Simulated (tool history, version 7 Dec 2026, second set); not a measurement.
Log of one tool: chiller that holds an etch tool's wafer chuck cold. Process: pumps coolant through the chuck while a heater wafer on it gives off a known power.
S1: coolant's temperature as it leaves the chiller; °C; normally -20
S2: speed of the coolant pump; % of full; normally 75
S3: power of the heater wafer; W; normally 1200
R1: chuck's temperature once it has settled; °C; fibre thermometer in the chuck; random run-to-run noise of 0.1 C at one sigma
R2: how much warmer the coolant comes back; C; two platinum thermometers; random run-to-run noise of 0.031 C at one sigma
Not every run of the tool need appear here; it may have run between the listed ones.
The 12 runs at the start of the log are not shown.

run 13 day=28.062 | S1=-15 S2=75 S3=1200 | R1=0.5 R2=3.07
run 14 day=30.658 | S1=-15 S2=75 S3=1200 | R1=0.8 R2=3.02
run 15 day=34.058 | S1=-20 S2=75 S3=1200 | R1=-4.4 R2=3.04
run 16 day=35.633 | S1=-19 S2=75 S3=1200 | R1=-3.3 R2=3.15
run 17 day=38.879 | S1=-19 S2=75 S3=1200 | R1=-3.2 R2=3.10
run 18 day=40.892 | S1=-20 S2=78 S3=1588 | R1=0.4 R2=3.94
run 19 day=42.929 | S1=-20 S2=78 S3=1588 | R1=0.1 R2=3.93
-- day=43.375 coolant pump overhauled
run 20 day=45.267 | S1=-20 S2=78 S3=1588 | R1=0.9 R2=4.01
run 21 day=46.854 | S1=-20 S2=90 S3=1200 | R1=-6.1 R2=2.63
run 22 day=48.412 | S1=-20 S2=80 S3=726 | R1=-10.9 R2=1.82
run 23 day=51.462 | S1=-18 S2=73 S3=1040 | R1=-3.4 R2=2.81
-- day=54.483 coolant pump overhauled, once more
run 24 day=55.046 | S1=-16 S2=75 S3=701 | R1=-7.0 R2=1.69
run 25 day=57.958 | S1=-11 S2=75 S3=1246 | R1=4.8 R2=3.07
run 26 day=60.604 | S1=-10 S2=67 S3=1113 | R1=5.4 R2=3.07
run 27 day=62.554 | S1=-10 S2=67 S3=1113 | R1=5.5 R2=3.02
run 28 day=64.508 | S1=-10 S2=67 S3=1113 | R1=5.6 R2=3.07
run 29 day=67.183 | S1=-23 S2=75 S3=1200 | R1=-7.6 R2=2.90
run 30 day=69.954 | S1=-23 S2=62 S3=1175 | R1=-5.2 R2=3.55
run 31 day=71.850 | S1=-20 S2=83 S3=1533 | R1=-1.8 R2=3.41

Here are 4 independent what-if runs from the current tool condition. What would each one return?
run A day=75.079 | S1=-20 S2=64 S3=1200 | R1=? R2=?
run B day=75.079 | S1=-23 S2=71 S3=1183 | R1=? R2=?
run C day=75.079 | S1=-20 S2=75 S3=1312 | R1=? R2=?
run D day=75.079 | S1=-20 S2=81 S3=1200 | R1=? R2=?

run=A R1=-2.3 R2=3.43
run=B R1=-7.0 R2=3.05
run=C R1=-3.2 R2=3.23
run=D R1=-5.6 R2=2.73
With no hidden state in the tool, these same runs would have given:
run=A R1=-2.7 R2=3.39
run=B R1=-7.3 R2=3.01
run=C R1=-3.6 R2=3.20
run=D R1=-5.9 R2=2.70
